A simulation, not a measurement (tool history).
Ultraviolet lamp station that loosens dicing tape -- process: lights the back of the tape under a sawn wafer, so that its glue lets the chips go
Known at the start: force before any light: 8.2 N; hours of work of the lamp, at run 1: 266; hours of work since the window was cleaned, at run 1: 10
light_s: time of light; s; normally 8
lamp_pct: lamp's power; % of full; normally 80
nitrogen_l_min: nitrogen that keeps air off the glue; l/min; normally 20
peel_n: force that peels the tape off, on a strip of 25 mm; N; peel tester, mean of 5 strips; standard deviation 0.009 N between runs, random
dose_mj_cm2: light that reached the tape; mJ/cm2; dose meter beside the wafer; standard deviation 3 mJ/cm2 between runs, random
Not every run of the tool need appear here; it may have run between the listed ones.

run,hour,light_s,lamp_pct,nitrogen_l_min,hours of work of the lamp,hours of work since the window was cleaned,peel_n,dose_mj_cm2
1,0.0,8,80,20,266,10,0.438,408
2,7.3,8,80,20,270,14,0.429,405
3,14.0,8,80,20,274,18,0.418,407
4,19.9,8,80,20,277,21,0.428,405
5,24.9,8,80,7,280,24,0.945,404
6,35.1,8,80,7,285,29,0.921,405
7,40.2,8,80,7,288,32,0.925,406
8,51.6,8,80,7,294,38,0.915,400
9,60.5,8,80,7,299,43,0.940,402
10,70.4,8,80,7,304,48,0.967,400
11,81.3,8,80,7,310,54,0.955,401
12,92.8,8,80,7,317,61,0.978,393
13,101.4,8,80,7,321,65,0.978,396
14,112.7,8,80,16,327,71,0.538,388
15,122.4,8,80,16,333,77,0.522,391
16,132.9,8,80,16,338,82,0.541,395
17,138.0,8,80,16,341,85,0.537,388
18,146.9,8,80,20,346,90,0.460,391
19,155.6,8,80,20,351,95,0.455,389
20,161.2,8,80,20,354,98,0.469,384
21,169.9,8,80,20,358,102,0.458,383
22,180.7,8,80,20,364,108,0.484,386
# hour 182.2: window cleaned of glue's vapour
23,192.9,8,80,20,371,6,0.491,377
24,199.3,8,62,18,374,9,0.833,293
25,208.0,8,62,18,379,14,0.901,286
26,219.7,8,68,18,385,20,0.732,317
27,231.1,8,80,28,391,27,0.431,374
# hour 239.0: window cleaned of glue's vapour, once more
28,240.6,8,93,20,396,1,0.367,455
29,247.9,7,93,20,400,5,0.447,397
30,256.6,7,67,21,405,10,0.810,285
31,266.6,7,67,21,410,15,0.814,286
32,273.7,7,84,9,414,19,0.973,358
33,281.4,7,84,9,418,23,0.970,356
34,292.2,4,65,6,424,29,3.417,159
35,298.5,4,65,6,428,32,3.463,156
36,310.0,4,61,35,434,39,1.903,146
37,319.8,4,61,35,439,44,1.887,142
38,327.9,4,63,35,444,48,1.826,147
39,337.5,11,61,20,449,53,0.449,397
40,345.7,11,61,20,453,58,0.456,395
41,350.7,8,79,10,456,61,0.826,372
42,361.3,15,80,17,462,66,0.247,707
43,367.0,15,80,17,465,69,0.250,713

Hidden state at the last listed run before each entry between runs and at the first one after, where it differs:
Run 22 -> run 23: window cleaned of glue's vapour (hour 182.2)
  lamp's light, % of a new lamp's: 89.9 -> 89.7; light that the window lets through, % of a clean one's: 97 -> 94.8
  the result without the hidden state subtracted from the measured one, peel_n: +0.099 -> +0.120 N; dose_mj_cm2: -56 -> -66 mJ/cm2
Run 27 -> run 28: window cleaned of glue's vapour, once more (hour 239.0)
  lamp's light, % of a new lamp's: 89.2 -> 89.1; light that the window lets through, % of a clean one's: 94.2 -> 99.6
  the result without the hidden state subtracted from the measured one, peel_n: +0.098 -> +0.054 N; dose_mj_cm2: -71 -> -57 mJ/cm2
